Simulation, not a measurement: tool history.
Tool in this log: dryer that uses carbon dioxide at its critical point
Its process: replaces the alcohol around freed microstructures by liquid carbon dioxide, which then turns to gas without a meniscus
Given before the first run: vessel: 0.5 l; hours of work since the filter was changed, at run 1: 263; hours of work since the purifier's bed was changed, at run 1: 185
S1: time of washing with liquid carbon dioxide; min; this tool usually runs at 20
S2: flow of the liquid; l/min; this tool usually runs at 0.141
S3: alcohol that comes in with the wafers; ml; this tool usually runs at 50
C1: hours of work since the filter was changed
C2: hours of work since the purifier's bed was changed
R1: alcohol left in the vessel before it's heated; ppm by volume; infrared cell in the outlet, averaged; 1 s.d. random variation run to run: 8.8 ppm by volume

run   hour  S1     S2   S3   C1   C2     R1
  1      0  20  0.141   50  263  185    680
  2   19.7  18  0.141   50  278  200   1097
  3   34.2  20  0.141   50  289  211    699
  4   53.8  20  0.141   50  303  226    727
  5   77.3  20  0.141   50  321  243    719
  6   87.9  22  0.141   50  329  251    466
      91.1  -- inlet filter changed
  7    115  32  0.141   50   18  271     87
  8  130.5  20  0.122   50   30  283   1116
  9  150.9  20  0.141   50   45  298    568
 10  164.6  20  0.141   50   56  309    595
 11  177.7  20  0.095   50   65  319   3242
 12  194.4  20  0.095   50   78  331   3171
 13  207.2  13  0.198   50   88  341    828
 14  233.2  13  0.099   71  107  361  13945
 15  259.7  20  0.227   81  127  381    127
 16  276.8  14  0.097   40  140  394   7196
 17    288  28   0.19  112  149  402    110
 18  304.2  13  0.223   25  161  414    303

For run 19, what comes out?
 19  316.6  13  0.223  25  170  424   ?

Run 19 produced R1 311 ppm by volume.
Were there no unlogged condition in the tool, this run, its random variation unchanged, would have produced R1 173 ppm by volume.
